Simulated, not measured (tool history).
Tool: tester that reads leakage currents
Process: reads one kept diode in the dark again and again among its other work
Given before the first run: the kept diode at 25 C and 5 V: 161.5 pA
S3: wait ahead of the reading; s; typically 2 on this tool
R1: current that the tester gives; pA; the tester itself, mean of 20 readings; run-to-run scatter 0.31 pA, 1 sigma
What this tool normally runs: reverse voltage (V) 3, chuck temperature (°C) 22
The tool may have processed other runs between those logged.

run 1 hour=0 | reverse_voltage_(V)=3 chuck_temperature_(°C)=22 S3=2 | R1=111.37
run 2 hour=44.4 | reverse_voltage_(V)=3 chuck_temperature_(°C)=22 S3=2 | R1=112.63
run 3 hour=76.1 | reverse_voltage_(V)=3 chuck_temperature_(°C)=22 S3=2 | R1=112.19
run 4 hour=144.7 | reverse_voltage_(V)=3 chuck_temperature_(°C)=22 S3=2 | R1=113.25
-- hour=150.8 probe card cleaned and baked
run 5 hour=214.1 | reverse_voltage_(V)=3 chuck_temperature_(°C)=33 S3=2 | R1=258
run 6 hour=271 | reverse_voltage_(V)=3 chuck_temperature_(°C)=33 S3=2 | R1=257.84
run 7 hour=320.2 | reverse_voltage_(V)=1.06 chuck_temperature_(°C)=28 S3=7.35 | R1=114.69
run 8 hour=377.7 | reverse_voltage_(V)=3 chuck_temperature_(°C)=22 S3=1.53 | R1=117.41
-- hour=420.7 probe card cleaned and baked, once more
run 9 hour=435.1 | reverse_voltage_(V)=5.06 chuck_temperature_(°C)=22 S3=1.57 | R1=142.4
run 10 hour=468.4 | reverse_voltage_(V)=1.03 chuck_temperature_(°C)=23 S3=6.55 | R1=77.5
run 11 hour=506.8 | reverse_voltage_(V)=1.47 chuck_temperature_(°C)=32 S3=2 | R1=178.01
run 12 hour=563.9 | reverse_voltage_(V)=1.47 chuck_temperature_(°C)=32 S3=2 | R1=179.18

Each run again, without the hidden state but with its own random variation kept:
The tool's hidden condition here consists of: stray current of the dirty probe card, pA a volt; current scale over the true one, %; true chuck temperature over the reading, C; drift of the gauge itself on leakage_pa, %.
run=1 R1=103.01
run=2 R1=103.65
run=3 R1=102.88
run=4 R1=103.02
run=5 R1=236.43
run=6 R1=234.95
run=7 R1=104.14
run=8 R1=102.85
run=9 R1=129.35
run=10 R1=70.22
run=11 R1=161.57
run=12 R1=161.68
